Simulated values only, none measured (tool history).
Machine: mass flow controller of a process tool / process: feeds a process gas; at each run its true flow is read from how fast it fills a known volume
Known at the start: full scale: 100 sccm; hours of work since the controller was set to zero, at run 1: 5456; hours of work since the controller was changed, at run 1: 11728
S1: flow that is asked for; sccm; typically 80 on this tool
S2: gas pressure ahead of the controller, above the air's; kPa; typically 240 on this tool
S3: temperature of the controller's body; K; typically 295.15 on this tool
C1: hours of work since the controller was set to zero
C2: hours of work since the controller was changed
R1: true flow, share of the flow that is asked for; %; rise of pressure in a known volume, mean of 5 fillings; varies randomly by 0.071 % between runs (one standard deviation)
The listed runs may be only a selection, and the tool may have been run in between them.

Run 1, hour 0.0: usual settings; C1 5456; C2 11728. Result: R1 101.40 %.
Run 2, hour 374.7: usual settings; C1 5681; C2 11953. Result: R1 101.43 %.
At hour 657.3: controller's zero set anew.
Run 3, hour 823.3: usual settings; C1 100; C2 12222. Result: R1 100.79 %.
Run 4, hour 1281.1: usual settings; C1 375; C2 12497. Result: R1 100.90 %.
Run 5, hour 1656.1: usual settings; C1 600; C2 12723. Result: R1 100.84 %.
Run 6, hour 2021.8: usual settings; C1 819; C2 12942. Result: R1 100.77 %.
At hour 2182.1: controller's zero set anew, once more.
Run 7, hour 2294.0: usual settings but S1 19 sccm, S3 305.15 K; C1 67; C2 13105. Result: R1 100.21 %.
Run 8, hour 2556.6: usual settings but S1 24 sccm, S3 310.15 K; C1 225; C2 13263. Result: R1 100.01 %.
Run 9, hour 3041.3: usual settings but S1 24 sccm, S3 310.15 K; C1 516; C2 13554. Result: R1 99.88 %.
Run 10, hour 3373.9: usual settings but S1 82 sccm, S2 266 kPa, S3 304.15 K; C1 716; C2 13754. Result: R1 102.45 %.
Run 11, hour 3823.7: usual settings but S1 82 sccm, S2 266 kPa, S3 311.15 K; C1 986; C2 14024. Result: R1 101.92 %.

Alternative continuations, all from the tool just after run 11; predict every row:
At hour 4201.9: controller exchanged for a calibrated one.
Run A, hour 4346.6: usual settings but S1 36 sccm, S2 255 kPa, S3 309.15 K; C1 87; C2 87. Result: R1 ?.
At hour 4201.9: controller exchanged for a calibrated one.
Run B, hour 4346.6: usual settings but S1 71 sccm, S2 270 kPa, S3 298.15 K; C1 87; C2 87. Result: R1 ?.
At hour 4201.9: controller exchanged for a calibrated one.
Run C, hour 4346.6: usual settings but S1 83 sccm, S2 206 kPa; C1 87; C2 87. Result: R1 ?.
At hour 4201.9: controller exchanged for a calibrated one.
Run D, hour 4346.6: usual settings but S1 16 sccm, S2 211 kPa, S3 300.15 K; C1 87; C2 87. Result: R1 ?.

run     R1
  A  97.71
  B  99.74
  C  99.64
  D  97.33
Without the tool's hidden state the same runs would have given:
run     R1
  A  97.67
  B  99.68
  C  99.57
  D  97.36
